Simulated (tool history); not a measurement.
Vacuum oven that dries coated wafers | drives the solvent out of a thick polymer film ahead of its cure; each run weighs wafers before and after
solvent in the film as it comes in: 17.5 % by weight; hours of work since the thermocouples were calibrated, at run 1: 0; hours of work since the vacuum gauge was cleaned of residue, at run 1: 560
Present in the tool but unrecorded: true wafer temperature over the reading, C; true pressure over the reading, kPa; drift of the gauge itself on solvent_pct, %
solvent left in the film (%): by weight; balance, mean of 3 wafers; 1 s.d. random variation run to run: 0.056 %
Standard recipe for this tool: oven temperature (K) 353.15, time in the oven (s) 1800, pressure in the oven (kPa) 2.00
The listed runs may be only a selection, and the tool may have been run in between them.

run   hour  oven temperature (K)  time in the oven (s)  pressure in the oven (kPa)  hours of work since the thermocouples were calibrated  hours of work since the vacuum gauge was cleaned of residue  solvent left in the film (%)
  1    0.0                353.15                  1800                        2.00                                                      0                                                          560                          2.56
  2   16.2                353.15                  1800                        2.00                                                      8                                                          568                          2.66
  3   36.2                353.15                  1800                        2.00                                                     18                                                          578                          2.65
  4   72.1                353.15                  1800                        2.00                                                     36                                                          596                          2.52
  5   90.0                353.15                  1800                        2.00                                                     45                                                          605                          2.55
  6  114.1                353.15                  1800                        2.00                                                     56                                                          617                          2.60
  7  141.7                359.15                  1800                        2.00                                                     70                                                          630                          1.57
  8  179.0                353.15                  1800                        2.00                                                     89                                                          649                          2.63
  9  197.9                353.15                  1800                        2.00                                                     98                                                          658                          2.68
 10  230.1                353.15                  1800                        2.00                                                    114                                                          674                          2.70
 11  266.0                361.15                  1800                        2.00                                                    132                                                          692                          1.35
     269.3  -- vacuum gauge cleaned of residue and calibrated
 12  288.0                361.15                  1800                        2.00                                                    142                                                            9                          1.42
 13  319.7                361.15                  1800                        2.00                                                    157                                                           25                          1.46
 14  352.9                361.15                  1800                        2.00                                                    174                                                           41                          1.40
     365.7  -- vacuum gauge cleaned of residue and calibrated, once more
 15  389.9                361.15                  2160                        1.68                                                    191                                                           12                          0.90
 16  407.4                361.15                  2160                        1.68                                                    200                                                           21                          0.88
 17  434.0                361.15                  2160                        1.68                                                    213                                                           34                          0.88
 18  453.1                343.15                  1800                        1.70                                                    223                                                           43                          5.04
 19  478.6                343.15                  1020                        1.70                                                    235                                                           56                          7.59
 20  499.3                343.15                  1020                        1.70                                                    245                                                           66                          7.58

Predict the results of run 21:
 21  522.2                343.15                  1020                        1.70                                                    257                                                           77                             ?

solvent left in the film (%): 7.74
Take away the tool's hidden state, keep the run-to-run variation as it was, and the same run would have given solvent left in the film (%) 7.78.
